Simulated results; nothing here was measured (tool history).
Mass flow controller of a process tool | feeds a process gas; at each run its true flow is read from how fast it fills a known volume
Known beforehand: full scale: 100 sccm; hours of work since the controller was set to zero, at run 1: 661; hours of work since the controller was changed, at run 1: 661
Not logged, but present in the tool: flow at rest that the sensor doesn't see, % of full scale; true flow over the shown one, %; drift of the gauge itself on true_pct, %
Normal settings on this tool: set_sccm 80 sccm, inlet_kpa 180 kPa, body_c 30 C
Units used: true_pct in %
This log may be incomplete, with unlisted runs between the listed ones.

| run | hour | set_sccm | inlet_kpa | body_c | hours of work since the controller was set to zero | hours of work since the controller was changed | true_pct |
|---|---|---|---|---|---|---|---|
| 1 | 0 | 80 | 180 | 30 | 661 | 661 | 98.71 |
| 2 | 79.1 | 80 | 180 | 30 | 722 | 722 | 98.65 |
| 3 | 191.9 | 80 | 180 | 30 | 809 | 809 | 98.65 |
| 4 | 294 | 80 | 180 | 30 | 887 | 887 | 98.57 |
| 5 | 366 | 80 | 172 | 30 | 943 | 943 | 98.45 |
| 6 | 455.9 | 80 | 172 | 30 | 1012 | 1012 | 98.41 |
| 7 | 562 | 80 | 180 | 30 | 1094 | 1094 | 98.4 |
| 8 | 649.9 | 80 | 184 | 30 | 1162 | 1162 | 98.32 |
| 9 | 736.8 | 80 | 184 | 30 | 1228 | 1228 | 98.24 |
| 10 | 816 | 80 | 184 | 30 | 1290 | 1290 | 98.08 |
| 11 | 929 | 14 | 163 | 34 | 1377 | 1377 | 96.07 |
| 12 | 1042.4 | 94 | 180 | 36 | 1464 | 1464 | 97.58 |
| 13 | 1102.1 | 94 | 180 | 36 | 1510 | 1510 | 97.64 |
| 14 | 1201.3 | 31 | 143 | 21 | 1586 | 1586 | 98.11 |
| 15 | 1255.2 | 31 | 143 | 21 | 1628 | 1628 | 98 |

Same runs, no hidden state in the tool, same run-to-run variation:
| run | true_pct |
|---|---|
| 1 | 99.17 |
| 2 | 99.15 |
| 3 | 99.21 |
| 4 | 99.2 |
| 5 | 99.12 |
| 6 | 99.13 |
| 7 | 99.18 |
| 8 | 99.15 |
| 9 | 99.12 |
| 10 | 99 |
| 11 | 97.88 |
| 12 | 98.59 |
| 13 | 98.68 |
| 14 | 99.56 |
| 15 | 99.49 |

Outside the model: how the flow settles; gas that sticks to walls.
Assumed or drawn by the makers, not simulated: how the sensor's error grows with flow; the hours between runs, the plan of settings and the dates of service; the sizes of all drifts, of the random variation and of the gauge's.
